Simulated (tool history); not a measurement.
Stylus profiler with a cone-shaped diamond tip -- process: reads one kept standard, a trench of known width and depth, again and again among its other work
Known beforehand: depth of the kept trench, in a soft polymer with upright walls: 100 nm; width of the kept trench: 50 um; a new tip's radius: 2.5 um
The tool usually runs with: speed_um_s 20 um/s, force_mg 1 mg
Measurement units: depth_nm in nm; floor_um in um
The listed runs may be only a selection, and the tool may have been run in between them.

| run | hour | speed_um_s | force_mg | depth_nm | floor_um |
|---|---|---|---|---|---|
| 1 | 0 | 20 | 1 | 100.94 | 48.41 |
| 2 | 68.2 | 20 | 1 | 100.9 | 48.41 |
| 3 | 116.1 | 20 | 0.47 | 100.53 | 48.31 |
| 4 | 160.4 | 20 | 0.47 | 100.55 | 48.25 |
| 5 | 211.1 | 20 | 1 | 100.9 | 48.35 |
| 6 | 249.6 | 20 | 1.3 | 101.05 | 48.35 |
| 7 | 327.2 | 20 | 1.3 | 101.08 | 48.37 |
| 8 | 367.7 | 19 | 1 | 100.92 | 48.31 |
| 9 | 421.7 | 19 | 1 | 100.87 | 48.34 |
| 10 | 496 | 20 | 1 | 100.91 | 48.27 |
| 11 | 550 | 20 | 1 | 100.81 | 48.28 |
| 12 | 622 | 20 | 1 | 100.84 | 48.3 |
| 13 | 707.4 | 20 | 1 | 100.89 | 48.26 |
| 14 | 754.8 | 20 | 1 | 100.86 | 48.23 |
|  | 762.7 | height scale calibrated on a step standard |
| 15 | 839 | 20 | 2.1 | 101.34 | 48.32 |
| 16 | 880.9 | 20 | 2.1 | 101.4 | 48.28 |
| 17 | 952.7 | 15 | 0.35 | 100.37 | 48.11 |
| 18 | 1017.6 | 36 | 2.15 | 101.36 | 48.06 |
| 19 | 1086.2 | 76 | 0.67 | 100.61 | 47.61 |
| 20 | 1132.3 | 5 | 2.64 | 101.56 | 48.28 |
|  | 1151.4 | height scale calibrated on a step standard, once more |
| 21 | 1187.6 | 60 | 1 | 100.95 | 47.82 |
| 22 | 1235.7 | 63 | 1.64 | 101.28 | 47.91 |
| 23 | 1291.4 | 29 | 1.22 | 101.08 | 48.11 |

Expected results for the next run?
| 24 | 1361.8 | 29 | 1.22 | ? | ? |

For run 24 the tool returned depth_nm 101.02 nm, floor_um 48.1 um.
The same run, on a tool lacking any hidden state, would have yielded depth_nm 101.02 nm, floor_um 48.44 um.

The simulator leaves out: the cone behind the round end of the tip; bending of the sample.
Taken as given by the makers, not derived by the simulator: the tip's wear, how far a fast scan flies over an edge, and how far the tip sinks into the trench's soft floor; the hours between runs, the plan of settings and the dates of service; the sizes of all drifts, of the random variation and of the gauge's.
